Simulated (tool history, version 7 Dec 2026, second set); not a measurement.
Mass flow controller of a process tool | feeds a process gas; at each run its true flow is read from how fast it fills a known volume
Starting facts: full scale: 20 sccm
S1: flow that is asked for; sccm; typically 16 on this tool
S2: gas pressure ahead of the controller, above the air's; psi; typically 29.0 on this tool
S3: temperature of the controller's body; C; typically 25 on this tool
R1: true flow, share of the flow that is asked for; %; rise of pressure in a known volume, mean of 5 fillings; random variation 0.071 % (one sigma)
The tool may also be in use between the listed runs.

run	hour	S1	S2	S3	R1
1	0.0	16	29.0	25	99.62
2	240.1	16	29.0	25	99.54
3	555.9	16	29.0	25	99.51
4	841.4	16	29.0	25	99.50
5	1082.7	16	28.9	25	99.42
6	1253.2	16	28.9	25	99.45
7	1496.4	16	28.9	25	99.47
8	1644.5	16	28.9	23	99.12
9	1953.2	2	29.0	25	98.12
10	2252.9	2	29.0	25	98.09
11	2535.0	2	29.0	25	98.05
12	2775.2	16	25.4	25	99.31
13	3064.1	16	25.4	25	99.24
14	3380.5	16	25.4	25	99.28
15	3606.9	10	25.4	25	98.73
16	3856.1	10	25.4	25	98.64
17	4009.3	10	25.4	25	98.55
18	4266.5	10	25.4	25	98.43
19	4437.7	16	29.0	37	99.49
20	4738.3	16	29.0	37	99.39
21	4919.7	16	29.0	34	99.30
22	5114.8	2	27.4	25	97.62
23	5291.6	16	20.6	29	99.26
24	5433.6	3	20.7	24	97.88
# hour 5497.7: gauge calibrated
25	5705.2	2	29.0	25	98.43
26	6012.9	2	29.0	25	98.38
27	6208.6	11	35.4	25	98.76
28	6470.5	7	35.4	25	98.34
29	6760.3	7	35.4	25	98.38
30	6904.3	16	23.8	21	99.44
31	7215.7	9	23.8	32	99.21
32	7460.4	9	23.8	32	99.25
33	7596.6	16	35.1	25	98.86
34	7813.3	16	35.1	25	98.98
35	8010.0	16	31.6	25	99.17

Predict each of these 5 candidate next runs independently; none follows another, all start after run 35:
A	8160.1	4	28.1	31	?
B	8160.1	2	31.6	25	?
C	8160.1	4	37.0	35	?
D	8160.1	16	31.8	32	?
E	8160.1	14	38.6	31	?

run	R1
A	98.47
B	97.76
C	98.29
D	99.47
E	98.92
Without the tool's hidden state the same runs would have given:
run	R1
A	98.93
B	98.23
C	98.75
D	99.92
E	99.37
